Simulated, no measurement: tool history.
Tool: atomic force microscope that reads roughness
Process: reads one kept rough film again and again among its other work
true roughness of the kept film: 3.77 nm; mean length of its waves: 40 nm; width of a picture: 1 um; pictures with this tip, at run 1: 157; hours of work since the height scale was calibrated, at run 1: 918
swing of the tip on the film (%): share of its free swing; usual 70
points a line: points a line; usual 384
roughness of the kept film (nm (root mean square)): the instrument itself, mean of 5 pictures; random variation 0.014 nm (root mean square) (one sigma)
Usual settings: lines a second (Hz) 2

run	day	lines a second (Hz)	swing of the tip on the film (%)	points a line	pictures with this tip	hours of work since the height scale was calibrated	roughness of the kept film (nm (root mean square))
1	0	2	70	384	157	918	3.399
2	2.617	2	76	384	229	965	3.344
# day 2.812: new tip fitted
3	5.392	2.2	70	384	70	1014	3.376
4	6.583	0.5	70	384	103	1035	3.497
5	8.817	0.61	70	384	165	1075	3.465
# day 11.254: new tip fitted
6	11.421	3.37	70	384	5	1121	3.313
7	12.971	3.37	70	384	47	1148	3.302
8	15.662	3.37	70	426	121	1196	3.336
9	17.604	2	70	384	174	1231	3.388
# day 19.775: new tip fitted
10	20.25	2	70	384	14	1278	3.393
11	21.883	2	70	384	58	1307	3.383
12	24.029	2	70	384	117	1345	3.37
13	26.15	2	70	384	176	1383	3.377
# day 28.2: new tip fitted
14	28.2	2	69	384	0	1419	3.405
15	30.488	2	69	384	63	1460	3.389
16	31.683	2	69	384	96	1481	3.412
17	34.329	2	69	384	169	1528	3.407
# day 36.704: new tip fitted
18	37.117	2	69	384	12	1577	3.368
19	38.338	0.65	59	384	45	1599	3.514
20	39.958	0.86	89	515	90	1628	3.386
21	41.192	0.86	89	515	124	1650	3.369
22	43.833	0.97	57	769	196	1697	3.509
# day 45.167: new tip fitted
23	46.108	0.55	73	800	26	1737	3.537
24	48.354	1.76	73	800	88	1777	3.428
25	49.946	1.31	70	384	132	1806	3.469
26	51.65	1.31	70	384	178	1836	3.426
# day 53.662: new tip fitted
27	54.229	1.31	70	384	16	1881	3.443
28	56.5	2	59	410	78	1922	3.48
29	58.05	1.55	82	922	121	1950	3.359
30	59.871	1.55	82	922	171	1982	3.339
31	61.679	2.08	72	922	220	2014	3.384
# day 62.204: new tip fitted
32	63.15	2.08	72	922	26	2040	3.371
33	64.917	0.85	75	884	75	2071	3.462
34	67.042	3.63	71	755	133	2109	3.297
35	68.454	2.57	69	530	172	2135	3.378
36	69.838	1.67	73	342	210	2159	3.377

How the hidden state differs across the entries between the runs, from the last listed run before each to the first after it:
Between runs 2 and 3: new tip fitted (day 2.812)
  radius of the tip, nm: 7.2 -> 7.1
Between runs 5 and 6: new tip fitted (day 11.254)
  radius of the tip, nm: 7.1 -> 7
Between runs 9 and 10: new tip fitted (day 19.775)
  radius of the tip, nm: 7.1 -> 7
Between runs 13 and 14: new tip fitted (day 28.2)
  radius of the tip, nm: 7.1 -> 7
Between runs 17 and 18: new tip fitted (day 36.704)
  radius of the tip, nm: 7.1 -> 7; height scale over the true one, %: -0.01 -> -0.02
Between runs 22 and 23: new tip fitted (day 45.167)
  radius of the tip, nm: 7.2 -> 7
Between runs 26 and 27: new tip fitted (day 53.662)
  radius of the tip, nm: 7.1 -> 7
Between runs 31 and 32: new tip fitted (day 62.204)
  radius of the tip, nm: 7.2 -> 7

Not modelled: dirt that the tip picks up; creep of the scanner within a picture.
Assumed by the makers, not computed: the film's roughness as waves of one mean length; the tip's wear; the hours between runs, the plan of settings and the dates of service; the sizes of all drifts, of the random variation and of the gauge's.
